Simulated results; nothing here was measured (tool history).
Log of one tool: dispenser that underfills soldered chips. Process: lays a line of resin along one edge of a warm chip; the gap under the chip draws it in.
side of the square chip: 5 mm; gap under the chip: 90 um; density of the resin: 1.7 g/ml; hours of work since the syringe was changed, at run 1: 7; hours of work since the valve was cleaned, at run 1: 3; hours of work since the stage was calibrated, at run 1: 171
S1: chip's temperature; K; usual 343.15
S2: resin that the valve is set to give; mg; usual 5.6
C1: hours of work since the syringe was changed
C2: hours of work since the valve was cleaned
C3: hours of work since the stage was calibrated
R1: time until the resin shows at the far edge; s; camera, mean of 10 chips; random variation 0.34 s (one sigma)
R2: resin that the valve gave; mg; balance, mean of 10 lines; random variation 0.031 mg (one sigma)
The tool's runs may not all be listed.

run    day      S1    S2  C1  C2   C3    R1    R2
  1      0  343.15   5.6   7   3  171  26.8  5.56
     0.054  -- new syringe of resin
  2  0.183  345.15   5.6   2   6  174  17.5  5.56
  3  0.375  344.15   5.6   6  10  177  24.2   5.6
     0.471  -- new syringe of resin
  4  0.692  344.15   5.6   4  16  183  20.6  5.57
     0.892  -- new syringe of resin
  5  0.925  344.15   5.6   1  20  187  15.7  5.49
  6  1.192  344.15   5.6   6  25  192  23.6   5.5
     1.312  -- new syringe of resin
  7  1.417  344.15   5.6   2  29  196  16.9  5.52
     1.717  -- new syringe of resin
  8  1.729  344.15   5.6   0  35  202  15.4  5.48
  9  2.012  344.15   5.6   6  40  207  23.5  5.47
     2.133  -- new syringe of resin
 10  2.396  332.15  5.65   5  47  214  31.6  5.49
      2.55  -- new syringe of resin
 11  2.775  332.15  5.65   4  54  221  29.9  5.55
     2.946  -- new syringe of resin
 12  2.946  332.15  5.65   0  57  224  20.9   5.5
 13  3.271  357.15  6.75   6  63  231    17  6.58
      3.35  -- new syringe of resin
 14  3.475  356.15  7.19   2  67  234  12.2  6.93
 15  3.712  330.15  5.75   7  71  239  40.3  5.58
     3.767  -- new syringe of resin
 16  3.929  340.15  5.98   3  75  243  21.5  5.75
     4.167  -- new syringe of resin
 17  4.296  340.15  5.98   2  82  249  20.9  5.71
     4.592  -- new syringe of resin
 18  4.688  343.15  5.25   2  89  256  18.2  5.07

5 ways to go on from here, each from the tool as it stands after run 18. What would each give?
  A  4.971  336.15  6.51   7  94  262   ?   ?
  B  4.971  351.15  6.33   7  94  262   ?   ?
  C  4.971  328.15   5.6   7  94  262   ?   ?
  D  4.971  331.15  5.08   7  94  262   ?   ?
  E  4.971  343.15  4.89   7  94  262   ?   ?

run    R1    R2
  A  33.2  6.21
  B  21.3  6.04
  C  44.9  5.28
  D  40.8  4.88
  E  29.5  4.68
Without the tool's hidden state the same runs would have given:
run    R1    R2
  A  19.1  6.49
  B  12.1  6.32
  C  25.7  5.53
  D  23.2   5.1
  E  16.9   4.9
